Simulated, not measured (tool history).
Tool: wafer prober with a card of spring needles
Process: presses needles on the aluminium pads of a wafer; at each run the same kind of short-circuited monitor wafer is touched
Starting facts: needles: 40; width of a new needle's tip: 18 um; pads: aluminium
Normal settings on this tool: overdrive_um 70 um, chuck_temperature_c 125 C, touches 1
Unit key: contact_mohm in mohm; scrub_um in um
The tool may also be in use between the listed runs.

run 1 hour=0 | overdrive_um=70 chuck_temperature_c=125 touches=1 | contact_mohm=255 scrub_um=8.76
-- hour=15.5 tips cleaned on abrasive film
run 2 hour=18.3 | overdrive_um=70 chuck_temperature_c=125 touches=1 | contact_mohm=222 scrub_um=8.72
run 3 hour=35.1 | overdrive_um=70 chuck_temperature_c=125 touches=1 | contact_mohm=320 scrub_um=8.72
-- hour=36.5 tips cleaned on abrasive film
-- hour=58.9 tips cleaned on abrasive film
run 4 hour=60.4 | overdrive_um=70 chuck_temperature_c=57 touches=1 | contact_mohm=201 scrub_um=8.71
-- hour=80.4 tips cleaned on abrasive film
run 5 hour=83.5 | overdrive_um=70 chuck_temperature_c=57 touches=1 | contact_mohm=225 scrub_um=8.69
-- hour=101.5 tips cleaned on abrasive film
run 6 hour=103.8 | overdrive_um=70 chuck_temperature_c=125 touches=1 | contact_mohm=217 scrub_um=8.63
-- hour=123.1 tips cleaned on abrasive film
run 7 hour=125.6 | overdrive_um=55 chuck_temperature_c=125 touches=1 | contact_mohm=242 scrub_um=6.77
-- hour=144.1 tips cleaned on abrasive film
run 8 hour=149 | overdrive_um=70 chuck_temperature_c=125 touches=1 | contact_mohm=236 scrub_um=8.63
run 9 hour=162.1 | overdrive_um=70 chuck_temperature_c=125 touches=1 | contact_mohm=312 scrub_um=8.7
-- hour=167.2 tips cleaned on abrasive film
run 10 hour=181.4 | overdrive_um=70 chuck_temperature_c=125 touches=1 | contact_mohm=292 scrub_um=8.61
-- hour=188.8 tips cleaned on abrasive film
run 11 hour=192.8 | overdrive_um=70 chuck_temperature_c=125 touches=1 | contact_mohm=235 scrub_um=8.62
-- hour=210.5 tips cleaned on abrasive film
run 12 hour=210.5 | overdrive_um=70 chuck_temperature_c=125 touches=2 | contact_mohm=191 scrub_um=8.6
run 13 hour=224.8 | overdrive_um=70 chuck_temperature_c=98 touches=2 | contact_mohm=251 scrub_um=8.6
-- hour=232 tips cleaned on abrasive film
run 14 hour=239 | overdrive_um=70 chuck_temperature_c=54 touches=2 | contact_mohm=217 scrub_um=8.61
-- hour=254.2 tips cleaned on abrasive film
run 15 hour=264.3 | overdrive_um=88 chuck_temperature_c=125 touches=1 | contact_mohm=245 scrub_um=10.84
run 16 hour=274.8 | overdrive_um=70 chuck_temperature_c=125 touches=1 | contact_mohm=323 scrub_um=8.54
-- hour=277 tips cleaned on abrasive film
run 17 hour=296.8 | overdrive_um=61 chuck_temperature_c=117 touches=1 | contact_mohm=363 scrub_um=7.45
-- hour=298.3 tips cleaned on abrasive film
run 18 hour=314.9 | overdrive_um=74 chuck_temperature_c=25 touches=2 | contact_mohm=245 scrub_um=9.07
-- hour=321 tips cleaned on abrasive film
run 19 hour=327 | overdrive_um=52 chuck_temperature_c=109 touches=1 | contact_mohm=313 scrub_um=6.26
-- hour=343.1 tips cleaned on abrasive film
run 20 hour=343.5 | overdrive_um=89 chuck_temperature_c=96 touches=2 | contact_mohm=186 scrub_um=10.91
-- hour=365 tips cleaned on abrasive film
run 21 hour=365.2 | overdrive_um=57 chuck_temperature_c=96 touches=2 | contact_mohm=194 scrub_um=6.88
run 22 hour=377.8 | overdrive_um=75 chuck_temperature_c=58 touches=1 | contact_mohm=283 scrub_um=9.13
-- hour=386 tips cleaned on abrasive film
run 23 hour=389.2 | overdrive_um=59 chuck_temperature_c=125 touches=2 | contact_mohm=231 scrub_um=7.13
run 24 hour=405.2 | overdrive_um=55 chuck_temperature_c=125 touches=1 | contact_mohm=414 scrub_um=6.63
-- hour=408.9 tips cleaned on abrasive film
run 25 hour=424 | overdrive_um=86 chuck_temperature_c=32 touches=3 | contact_mohm=202 scrub_um=10.5
-- hour=431 tips cleaned on abrasive film
run 26 hour=438.4 | overdrive_um=86 chuck_temperature_c=32 touches=3 | contact_mohm=188 scrub_um=10.45
run 27 hour=449.1 | overdrive_um=86 chuck_temperature_c=39 touches=2 | contact_mohm=236 scrub_um=10.47
-- hour=453.4 tips cleaned on abrasive film
run 28 hour=467.8 | overdrive_um=70 chuck_temperature_c=51 touches=2 | contact_mohm=253 scrub_um=8.45
-- hour=475.4 tips cleaned on abrasive film
-- hour=477.7 height of the first contact set anew
run 29 hour=479.2 | overdrive_um=70 chuck_temperature_c=51 touches=2 | contact_mohm=203 scrub_um=8.78
-- hour=496.9 tips cleaned on abrasive film
run 30 hour=503.8 | overdrive_um=70 chuck_temperature_c=34 touches=3 | contact_mohm=199 scrub_um=8.76
-- hour=518.5 tips cleaned on abrasive film
run 31 hour=529.7 | overdrive_um=75 chuck_temperature_c=118 touches=1 | contact_mohm=277 scrub_um=9.4
-- hour=540.6 tips cleaned on abrasive film
run 32 hour=543.7 | overdrive_um=81 chuck_temperature_c=41 touches=1 | contact_mohm=201 scrub_um=10.13

Results for each run, recomputed without the tool's hidden state and with each run's random variation untouched:
Hidden state at play: debris on the tips, nm; way that the needles fall short of the set height, um; tips' diameter, um; drift of the gauge itself on contact_mohm, %; drift of the gauge itself on scrub_um, %.
run=1 contact_mohm=186 scrub_um=8.79
run=2 contact_mohm=182 scrub_um=8.77
run=3 contact_mohm=188 scrub_um=8.77
run=4 contact_mohm=172 scrub_um=8.8
run=5 contact_mohm=175 scrub_um=8.79
run=6 contact_mohm=184 scrub_um=8.74
run=7 contact_mohm=191 scrub_um=6.89
run=8 contact_mohm=184 scrub_um=8.76
run=9 contact_mohm=185 scrub_um=8.83
run=10 contact_mohm=184 scrub_um=8.76
run=11 contact_mohm=184 scrub_um=8.78
run=12 contact_mohm=186 scrub_um=8.77
run=13 contact_mohm=180 scrub_um=8.77
run=14 contact_mohm=171 scrub_um=8.79
run=15 contact_mohm=180 scrub_um=11.03
run=16 contact_mohm=184 scrub_um=8.73
run=17 contact_mohm=187 scrub_um=7.66
run=18 contact_mohm=162 scrub_um=9.3
run=19 contact_mohm=189 scrub_um=6.5
run=20 contact_mohm=178 scrub_um=11.17
run=21 contact_mohm=181 scrub_um=7.16
run=22 contact_mohm=172 scrub_um=9.4
run=23 contact_mohm=188 scrub_um=7.41
run=24 contact_mohm=191 scrub_um=6.91
run=25 contact_mohm=166 scrub_um=10.8
run=26 contact_mohm=164 scrub_um=10.76
run=27 contact_mohm=168 scrub_um=10.77
run=28 contact_mohm=174 scrub_um=8.77
run=29 contact_mohm=170 scrub_um=8.78
run=30 contact_mohm=167 scrub_um=8.77
run=31 contact_mohm=183 scrub_um=9.42
run=32 contact_mohm=168 scrub_um=10.16
